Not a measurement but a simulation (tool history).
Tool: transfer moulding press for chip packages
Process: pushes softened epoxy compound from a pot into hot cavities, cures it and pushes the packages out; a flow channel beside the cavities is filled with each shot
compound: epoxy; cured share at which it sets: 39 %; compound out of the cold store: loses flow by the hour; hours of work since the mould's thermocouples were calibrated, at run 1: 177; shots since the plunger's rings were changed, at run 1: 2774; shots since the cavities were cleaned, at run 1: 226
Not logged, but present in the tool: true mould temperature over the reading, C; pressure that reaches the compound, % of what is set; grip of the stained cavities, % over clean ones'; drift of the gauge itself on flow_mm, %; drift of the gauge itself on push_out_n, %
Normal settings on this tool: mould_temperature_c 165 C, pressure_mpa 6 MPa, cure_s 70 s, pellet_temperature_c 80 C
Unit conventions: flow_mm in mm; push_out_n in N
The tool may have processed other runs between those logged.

| run | hour | mould_temperature_c | pressure_mpa | cure_s | pellet_temperature_c | hours of work since the mould's thermocouples were calibrated | shots since the plunger's rings were changed | shots since the cavities were cleaned | incoming compound's hours out of the cold store | flow_mm | push_out_n |
|---|---|---|---|---|---|---|---|---|---|---|---|
| 1 | 0 | 165 | 6 | 70 | 80 | 177 | 2774 | 226 | 12 | 802 | 405 |
| 2 | 19 | 165 | 6 | 70 | 80 | 185 | 3006 | 458 | 26.6 | 770 | 455 |
|  | 24.7 | plunger's sealing rings changed |
| 3 | 47.3 | 165 | 6.91 | 70 | 80 | 197 | 277 | 774 | 19.5 | 877 | 521 |
|  | 51.3 | cavities cleaned with cleaning compound and waxed |
| 4 | 86.2 | 165 | 6.91 | 70 | 80 | 214 | 734 | 427 | 33.8 | 841 | 458 |
|  | 117.6 | cavities cleaned with cleaning compound and waxed |
| 5 | 124.2 | 165 | 6.91 | 70 | 80 | 231 | 1181 | 80 | 43.8 | 813 | 337 |
| 6 | 145.3 | 165 | 6 | 70 | 80 | 241 | 1440 | 339 | 25.4 | 791 | 418 |
| 7 | 174.9 | 165 | 6 | 70 | 80 | 254 | 1802 | 701 | 46.7 | 747 | 493 |
|  | 185 | cavities cleaned with cleaning compound and waxed |
| 8 | 208.4 | 165 | 6.89 | 70 | 80 | 269 | 2193 | 286 | 35.8 | 820 | 389 |
| 9 | 241.7 | 165 | 6.89 | 70 | 80 | 284 | 2602 | 695 | 25.7 | 836 | 518 |
|  | 251.2 | cavities cleaned with cleaning compound and waxed |
| 10 | 261.5 | 165 | 6.89 | 70 | 80 | 292 | 2826 | 127 | 39.9 | 803 | 336 |
|  | 281.5 | plunger's sealing rings changed |
| 11 | 300 | 165 | 6 | 70 | 80 | 309 | 227 | 567 | 34.7 | 786 | 483 |
|  | 308.8 | mould's thermocouples calibrated |
|  | 324.8 | cavities cleaned with cleaning compound and waxed |
| 12 | 328.9 | 166 | 6 | 70 | 80 | 9 | 538 | 51 | 16.7 | 811 | 297 |
| 13 | 348.5 | 166 | 6 | 70 | 80 | 17 | 779 | 292 | 45.6 | 748 | 392 |
| 14 | 382.9 | 165 | 6 | 70 | 80 | 33 | 1199 | 712 | 19.6 | 802 | 490 |
|  | 392.6 | cavities cleaned with cleaning compound and waxed |
| 15 | 418.5 | 165 | 4.82 | 70 | 80 | 49 | 1616 | 316 | 42.6 | 674 | 396 |
| 16 | 435 | 165 | 4.82 | 70 | 80 | 56 | 1818 | 518 | 45.6 | 666 | 449 |
|  | 459.3 | cavities cleaned with cleaning compound and waxed |
| 17 | 459.3 | 165 | 4.82 | 70 | 80 | 67 | 2097 | 0 | 42.1 | 671 | 284 |
| 18 | 485.2 | 165 | 6 | 70 | 82 | 79 | 2415 | 318 | 39.3 | 749 | 390 |
| 19 | 506.7 | 163 | 5.04 | 59 | 80 | 88 | 2677 | 580 | 27.8 | 713 | 717 |
|  | 526.1 | cavities cleaned with cleaning compound and waxed |
|  | 541.7 | plunger's sealing rings changed |
| 20 | 549.2 | 163 | 5.04 | 59 | 80 | 106 | 91 | 252 | 44.2 | 711 | 606 |
| 21 | 584 | 163 | 5.04 | 59 | 80 | 122 | 517 | 678 | 40.7 | 712 | 753 |

Run 22, settings as shown, results not yet in. Your forecast:
|  | 597 | cavities cleaned with cleaning compound and waxed |
| 22 | 615.9 | 161 | 6.11 | 59 | 80 | 136 | 889 | 232 | 12.4 | ? | ? |

flow_mm: 847 mm
push_out_n: 735 N
Were there no unlogged condition in the tool, this run, its random variation unchanged, would have produced flow_mm 859 mm, push_out_n 557 N.
